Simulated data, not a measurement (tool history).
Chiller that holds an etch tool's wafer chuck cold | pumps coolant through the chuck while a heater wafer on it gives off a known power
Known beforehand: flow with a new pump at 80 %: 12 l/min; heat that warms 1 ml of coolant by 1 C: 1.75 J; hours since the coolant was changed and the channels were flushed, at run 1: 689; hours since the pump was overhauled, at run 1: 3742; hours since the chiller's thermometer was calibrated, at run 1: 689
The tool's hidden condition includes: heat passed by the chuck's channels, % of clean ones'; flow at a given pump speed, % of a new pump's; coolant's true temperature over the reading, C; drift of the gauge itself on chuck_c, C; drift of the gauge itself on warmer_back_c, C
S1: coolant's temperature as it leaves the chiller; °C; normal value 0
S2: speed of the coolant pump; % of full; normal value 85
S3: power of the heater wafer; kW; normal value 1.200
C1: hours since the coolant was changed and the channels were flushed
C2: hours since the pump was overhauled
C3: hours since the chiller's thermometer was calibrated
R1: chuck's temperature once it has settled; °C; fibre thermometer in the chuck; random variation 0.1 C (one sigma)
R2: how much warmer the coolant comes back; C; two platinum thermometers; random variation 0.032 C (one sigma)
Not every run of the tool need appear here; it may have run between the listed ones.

run 1 day=0.000 | S1=0 S2=85 S3=1.200 | C1=689 C2=3742 C3=689 | R1=12.6 R2=3.24
run 2 day=2.971 | S1=0 S2=85 S3=1.200 | C1=760 C2=3813 C3=760 | R1=12.7 R2=3.31
run 3 day=6.708 | S1=0 S2=85 S3=1.200 | C1=850 C2=3903 C3=850 | R1=12.6 R2=3.21
run 4 day=9.392 | S1=0 S2=85 S3=1.200 | C1=914 C2=3967 C3=914 | R1=12.6 R2=3.26
run 5 day=13.808 | S1=0 S2=85 S3=0.794 | C1=1020 C2=4073 C3=1020 | R1=8.4 R2=2.11
run 6 day=16.946 | S1=0 S2=85 S3=0.794 | C1=1095 C2=4149 C3=1095 | R1=8.4 R2=2.13
run 7 day=19.912 | S1=0 S2=85 S3=0.794 | C1=1166 C2=4220 C3=1166 | R1=8.4 R2=2.19

Run 8 is up next; what results do you expect?
run 8 day=21.983 | S1=-4 S2=85 S3=0.794 | C1=1216 C2=4269 C3=1216 | R1=? R2=?

Run 8 came out at R1 4.5 °C, R2 2.16 C.
Were there no unlogged condition in the tool, this run, its random variation unchanged, would have produced R1 4.5 °C, R2 2.15 C.
